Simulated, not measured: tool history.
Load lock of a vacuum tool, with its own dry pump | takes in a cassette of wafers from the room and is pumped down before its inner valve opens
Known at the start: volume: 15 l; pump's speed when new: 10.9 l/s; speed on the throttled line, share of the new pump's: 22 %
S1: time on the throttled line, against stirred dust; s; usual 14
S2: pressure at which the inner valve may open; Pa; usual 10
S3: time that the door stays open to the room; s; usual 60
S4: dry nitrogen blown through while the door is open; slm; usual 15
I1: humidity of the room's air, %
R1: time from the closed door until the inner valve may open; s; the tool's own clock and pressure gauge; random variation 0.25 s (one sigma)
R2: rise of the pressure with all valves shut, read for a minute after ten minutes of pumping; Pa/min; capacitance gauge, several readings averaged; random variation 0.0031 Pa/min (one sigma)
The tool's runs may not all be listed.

run,hour,S1,S2,S3,S4,I1,R1,R2
1,0,14,10,60,15,44.8,24.9,0.101
2,91.8,14,10,60,15,46.3,24.7,0.097
3,199.8,14,10,60,15,44.6,25.1,0.096
4,265.2,14,10,208,15,47.1,25.2,0.164
5,363.6,14,10,208,15,46.3,25.3,0.152
6,431.5,14,10,60,15,45.8,25.1,0.1
7,521.2,14,10,60,15,45.3,24.9,0.096
8,605,14,10,60,15,46.5,25.1,0.105
9,661,14,10,60,15,43.1,24.7,0.094
10,728.3,14,10,60,15,44.2,25.1,0.102
11,832.7,14,10,60,15,43.4,24.6,0.097
12,943.1,14,10,60,15,49.4,25.2,0.109
13,1039.2,14,10,60,15,46.6,25,0.101
14,1129.2,8,10,60,15,46.2,21,0.1
15,1223,14,10,60,15,44.1,25.1,0.102
16,1323,14,10,60,15,46.7,25.2,0.104
17,1420.4,14,10,60,15,45.7,25,0.105
18,1519.5,14,16,60,15,42.1,24.1,0.101
19,1624,15,10,60,15,45.9,25.4,0.109
20,1720.7,12,10,60,20,45.1,23.9,0.099
21,1777.4,12,10,60,20,43.2,23.7,0.099
22,1862.7,14,10,60,17,45.2,25.5,0.106
23,1947.5,14,10,60,17,45.1,24.4,0.108
24,2018.7,10,9,86,39,44.8,22,0.093
25,2063,13,9,86,19,45.4,24.4,0.117
26,2121.2,14,11,31,6,47.8,25.1,0.102
27,2167.9,10,17,138,5,42.3,20.9,0.161
28,2256.6,10,17,138,5,41.2,21.4,0.17
29,2304.2,10,9,138,36,43.3,22.3,0.111
30,2371,13,13,201,4,43.3,23.8,0.203
31,2417.8,13,13,201,4,47.8,23.8,0.218
32,2473,13,13,55,38,46.4,24.2,0.08
33,2541.8,13,13,55,38,42.4,24.3,0.078
34,2638.2,13,13,55,38,46.8,23.7,0.087
35,2699.6,14,19,60,12,44,24.3,0.115
36,2791,19,14,59,10,41.9,28.2,0.112
37,2859.4,19,14,59,10,43.8,28,0.117
38,2953.3,19,14,59,10,41.2,28.4,0.113

Hidden state or all else? Some run-to-run changes of R1, split into what the settings, what came in and random variation would give without the hidden state, and what is left for the hidden state (with any gauge scatter that isn't in both results):
The hidden state here: pump's speed, % of a new pump's; leak at the door's seal, Pa l/s; drift of the gauge itself on ready_s, %; drift of the gauge itself on rise_pa_min, %.
Run 13 -> 14: S1 14 -> 8. R1 -4 s: hidden state +0.2, all else -4.2.
Run 14 -> 15: S1 8 -> 14. R1 +4.1 s: hidden state -0.2, all else +4.3.
Run 19 -> 20: S1 15 -> 12, S4 15 -> 20. R1 -1.5 s: hidden state +0.2, all else -1.7.
Run 26 -> 27: S1 14 -> 10, S2 11 -> 17, S3 31 -> 138, S4 6 -> 5. R1 -4.2 s: hidden state +0, all else -4.2.

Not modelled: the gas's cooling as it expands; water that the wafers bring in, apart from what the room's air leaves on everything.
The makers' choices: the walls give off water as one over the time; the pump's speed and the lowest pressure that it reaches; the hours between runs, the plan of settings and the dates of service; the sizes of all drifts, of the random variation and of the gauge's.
